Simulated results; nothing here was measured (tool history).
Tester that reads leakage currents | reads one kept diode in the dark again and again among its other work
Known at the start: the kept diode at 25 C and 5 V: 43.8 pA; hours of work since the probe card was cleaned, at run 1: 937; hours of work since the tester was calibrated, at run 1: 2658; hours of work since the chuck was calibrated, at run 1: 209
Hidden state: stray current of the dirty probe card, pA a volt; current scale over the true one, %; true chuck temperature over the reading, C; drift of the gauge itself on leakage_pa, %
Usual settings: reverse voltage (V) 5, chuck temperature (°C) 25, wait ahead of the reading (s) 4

run,hour,reverse voltage (V),chuck temperature (°C),wait ahead of the reading (s),hours of work since the probe card was cleaned,hours of work since the tester was calibrated,hours of work since the chuck was calibrated,current that the tester gives (pA)
1,0,5,25,4,937,2658,209,44.19
2,204,5,37,4,1058,2779,330,109.9
3,356,5,37,4,1149,2870,421,109.36
# hour 374.2: tester calibrated
4,504.2,5,37,4,1236,77,508,107.17
5,618.9,5,37,0.52,1304,146,576,109.57
6,868.4,5,37,0.52,1453,295,725,108.51
7,1106.4,5,37,0.52,1595,436,867,107.39
8,1337.1,5,37,0.52,1732,574,1004,105.82
9,1578.9,5,37,0.52,1876,718,1148,104.88
10,1781.3,5,37,0.52,1997,839,1269,104.94
11,2000.1,3.15,25,4,2127,969,1399,35.04
12,2169.3,5,23,4,2228,1070,1500,34.94
13,2316.1,5,23,4,2316,1157,1588,34.82
14,2460.2,5,23,4,2402,1243,1674,34.76
15,2641.1,13.41,23,4,2509,1351,1781,50.67
16,2798.8,13.41,23,4,2603,1445,1875,50.61
17,2913.7,2.37,25,4,2672,1513,1944,30.53
# hour 3028.7: chuck's temperature calibrated
18,3149.7,2.37,25,4,2811,1653,72,37.02
19,3418,2.37,25,4,2971,1813,232,36.54
20,3627.6,1.03,37,4,3096,1938,357,68.8
21,3856.1,7.24,55,0.4,3232,2074,493,446.99
22,4000.1,7.24,22,0.4,3318,2160,579,47.63
23,4155.1,7.24,22,0.4,3411,2252,671,47.27
24,4426.3,7.24,22,0.4,3572,2414,833,46.76
# hour 4617.9: probe card cleaned and baked
25,4657.4,7.24,22,9.57,24,2550,969,36
26,4933,5,26,2.11,188,2714,1133,44.46
27,5108.5,5,26,2.11,292,2818,1238,44.09
# hour 5219.4: tester calibrated
28,5275.1,5,26,2.11,390,33,1336,43.57
29,5414.7,1.41,22,3.34,474,116,1419,20.71
30,5645.7,1.41,22,3.34,611,254,1557,20.64
31,5907.1,1.41,22,3.34,767,410,1712,20.53
32,6179.2,2.24,20,4,929,572,1875,19.76
# hour 6400.6: chuck's temperature calibrated
33,6400.6,3.32,25,0.85,1060,703,0,41.32
34,6645.2,16.86,29,0.5,1206,849,146,102.27
35,6906.9,11.91,49,0.96,1362,1004,302,349.48
36,7158.4,11.91,49,0.96,1512,1154,452,345.21
37,7432.8,5.79,37,0.39,1675,1318,615,119.07
38,7688.5,5,29,8.49,1828,1470,768,59.45

Some steps in current that the tester gives (pA) between neighbouring runs. How much of each would the tool show without its hidden state too (settings, what came in, random variation), and how much is left for the hidden state, with any gauge scatter that isn't in both results?
Run 10 -> 11: reverse voltage (V) 5 -> 3.15, chuck temperature (°C) 37 -> 25, wait ahead of the reading (s) 0.52 -> 4. current that the tester gives (pA) -69.9: hidden state +6.7, all else -76.6.
Run 17 -> 18: chuck's temperature calibrated. current that the tester gives (pA) +6.49: hidden state +6.49, all else +0.
Run 20 -> 21: reverse voltage (V) 1.03 -> 7.24, chuck temperature (°C) 37 -> 55, wait ahead of the reading (s) 4 -> 0.4. current that the tester gives (pA) +378.19: hidden state -4.31, all else +382.5.
Run 21 -> 22: chuck temperature (°C) 55 -> 22. current that the tester gives (pA) -399.36: hidden state +8.47, all else -407.83.
Run 34 -> 35: reverse voltage (V) 16.86 -> 11.91, chuck temperature (°C) 29 -> 49, wait ahead of the reading (s) 0.5 -> 0.96. current that the tester gives (pA) +247.21: hidden state -4.75, all else +251.96.

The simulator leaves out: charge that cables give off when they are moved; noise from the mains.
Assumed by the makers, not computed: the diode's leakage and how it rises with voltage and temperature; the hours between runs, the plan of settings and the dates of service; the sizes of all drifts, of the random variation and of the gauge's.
